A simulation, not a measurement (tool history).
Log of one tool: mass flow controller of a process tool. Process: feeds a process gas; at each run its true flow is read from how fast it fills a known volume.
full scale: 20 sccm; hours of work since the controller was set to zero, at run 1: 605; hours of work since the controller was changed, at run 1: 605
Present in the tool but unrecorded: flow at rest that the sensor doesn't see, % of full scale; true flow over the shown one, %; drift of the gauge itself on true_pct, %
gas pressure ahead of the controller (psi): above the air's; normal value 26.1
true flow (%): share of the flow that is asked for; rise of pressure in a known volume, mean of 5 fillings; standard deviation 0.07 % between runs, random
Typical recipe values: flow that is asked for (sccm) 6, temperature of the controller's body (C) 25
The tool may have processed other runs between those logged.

run	hour	flow that is asked for (sccm)	gas pressure ahead of the controller (psi)	temperature of the controller's body (C)	hours of work since the controller was set to zero	hours of work since the controller was changed	true flow (%)
1	0	6	26.1	25	605	605	97.47
2	97	6	26.1	25	663	663	97.6
3	142.6	6	26.1	25	690	690	97.39
4	219.2	13	26.1	25	735	735	98.68
5	286.6	13	26.1	35	775	775	98.19
6	362.4	6	37.6	25	820	820	97.12
7	430.2	6	37.6	25	860	860	97.04
8	483.1	6	26.1	25	891	891	97.27
9	546.9	6	26.1	25	929	929	97.13
10	631.6	6	26.1	25	979	979	97.11
11	712.8	6	37.4	25	1028	1028	96.93
12	805.5	6	33.9	25	1083	1083	96.91
13	875.9	6	33.9	25	1124	1124	96.68
14	947.4	6	33.9	30	1167	1167	96.59
15	1037.4	6	26.1	25	1220	1220	96.8
16	1103.3	12	27.6	38	1259	1259	97.15
17	1147.6	12	27.6	38	1285	1285	97.11
18	1246.3	5	38.7	25	1344	1344	96.43
19	1299.5	18	26.1	23	1375	1375	98.88
20	1400.8	6	23.6	28	1435	1435	96.38
21	1477	6	23.6	28	1480	1480	96.46
22	1527.1	6	23.6	28	1510	1510	96.38

The next listed run, before its measurement:
23	1580.7	5	31.5	30	1542	1542	?

{"run 23": {"true flow (%)": 95.89}}
The same run, on a tool lacking any hidden state, would have yielded true flow (%) 97.12.

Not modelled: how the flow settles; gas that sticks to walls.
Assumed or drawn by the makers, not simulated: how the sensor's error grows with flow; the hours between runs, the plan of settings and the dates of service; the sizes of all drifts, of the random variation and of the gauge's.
